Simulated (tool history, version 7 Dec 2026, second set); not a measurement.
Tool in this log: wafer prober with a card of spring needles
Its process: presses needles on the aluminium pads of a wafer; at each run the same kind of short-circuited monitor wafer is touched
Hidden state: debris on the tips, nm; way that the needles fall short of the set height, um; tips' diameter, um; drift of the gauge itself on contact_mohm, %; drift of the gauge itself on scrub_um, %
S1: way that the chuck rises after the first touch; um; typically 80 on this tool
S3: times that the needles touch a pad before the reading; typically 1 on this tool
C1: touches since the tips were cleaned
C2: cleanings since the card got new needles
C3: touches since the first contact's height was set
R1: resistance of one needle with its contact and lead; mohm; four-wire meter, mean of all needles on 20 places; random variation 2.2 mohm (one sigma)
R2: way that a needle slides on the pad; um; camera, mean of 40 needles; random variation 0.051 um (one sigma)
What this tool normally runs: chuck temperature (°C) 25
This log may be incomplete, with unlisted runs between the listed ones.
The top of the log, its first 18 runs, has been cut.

Run 19, hour 210.9: usual settings but S1 96 um; C1 7109; C2 25; C3 200015. Result: R1 346 mohm, R2 22.12 um.
At hour 211.9: tips cleaned on abrasive film.
At hour 227.1: tips cleaned on abrasive film.
Run 20, hour 227.1: usual settings but S1 62 um, chuck temperature (°C) 61, S3 2; C1 0; C2 27; C3 208274. Result: R1 263 mohm, R2 14 um.
Run 21, hour 235.2: usual settings but S1 62 um, chuck temperature (°C) 61, S3 2; C1 4214; C2 27; C3 212488. Result: R1 358 mohm, R2 13.96 um.
At hour 242.3: tips cleaned on abrasive film.
Run 22, hour 247.4: usual settings but S1 85 um, chuck temperature (°C) 28, S3 3; C1 2668; C2 28; C3 218754. Result: R1 270 mohm, R2 19.36 um.
Run 23, hour 255.9: usual settings but S1 93 um, chuck temperature (°C) 106, S3 3; C1 7034; C2 28; C3 223120. Result: R1 297 mohm, R2 21.3 um.
At hour 256.9: tips cleaned on abrasive film.
At hour 259.6: height of the first contact set anew.
At hour 271.7: tips cleaned on abrasive film.
Run 24, hour 273.8: usual settings but S1 67 um, chuck temperature (°C) 78; C1 1065; C2 30; C3 7284. Result: R1 312 mohm, R2 15.87 um.
At hour 286.1: tips cleaned on abrasive film.
Run 25, hour 287.8: usual settings but S1 75 um, chuck temperature (°C) 78; C1 852; C2 31; C3 14481. Result: R1 287 mohm, R2 17.71 um.
At hour 301.2: tips cleaned on abrasive film.
Run 26, hour 305.7: usual settings but S1 77 um, chuck temperature (°C) 30; C1 2320; C2 32; C3 23710. Result: R1 318 mohm, R2 18.26 um.
At hour 315.8: tips cleaned on abrasive film.
Run 27, hour 320.1: usual settings but S1 77 um, chuck temperature (°C) 30; C1 2196; C2 33; C3 31108. Result: R1 315 mohm, R2 18.18 um.
Run 28, hour 327.7: usual settings but S1 77 um, chuck temperature (°C) 105; C1 6116; C2 33; C3 35028. Result: R1 387 mohm, R2 18.21 um.
At hour 329.9: tips cleaned on abrasive film.
Run 29, hour 340.5: usual settings but S1 77 um, chuck temperature (°C) 105; C1 5450; C2 34; C3 41606. Result: R1 384 mohm, R2 18.21 um.
At hour 345: tips cleaned on abrasive film.
Run 30, hour 358.1: usual settings but S1 61 um, chuck temperature (°C) 32, S3 3; C1 6773; C2 35; C3 50665. Result: R1 330 mohm, R2 14.28 um.
At hour 360.7: tips cleaned on abrasive film.
Run 31, hour 365.9: usual settings but S3 2; C1 2730; C2 36; C3 54684. Result: R1 292 mohm, R2 18.79 um.
At hour 375.4: tips cleaned on abrasive film.
Run 32, hour 381.4: usual settings but S3 2; C1 3084; C2 37; C3 62634. Result: R1 290 mohm, R2 18.81 um.

Below are 4 alternative next runs, each starting from the tool's condition after run 32. Predict each:
At hour 389.7: tips cleaned on abrasive film.
Run A, hour 394.4: usual settings but S1 75 um, chuck temperature (°C) 57, S3 2; C1 2409; C2 38; C3 69309. Result: R1 ?, R2 ?.
At hour 389.7: tips cleaned on abrasive film.
Run B, hour 394.4: usual settings but chuck temperature (°C) 43, S3 2; C1 2409; C2 38; C3 69309. Result: R1 ?, R2 ?.
At hour 389.7: tips cleaned on abrasive film.
Run C, hour 394.4: usual settings but S1 78 um, S3 3; C1 2409; C2 38; C3 69309. Result: R1 ?, R2 ?.
At hour 389.7: tips cleaned on abrasive film.
Run D, hour 394.4: usual settings but S1 62 um, chuck temperature (°C) 36; C1 2409; C2 38; C3 69309. Result: R1 ?, R2 ?.

run   R1     R2
  A  305   17.6
  B  294  18.67
  C  271  18.22
  D  382   14.5
Had the tool no hidden state, the same runs would have come out as:
run   R1     R2
  A  250  17.84
  B  245  18.92
  C  239  18.47
  D  250  14.74
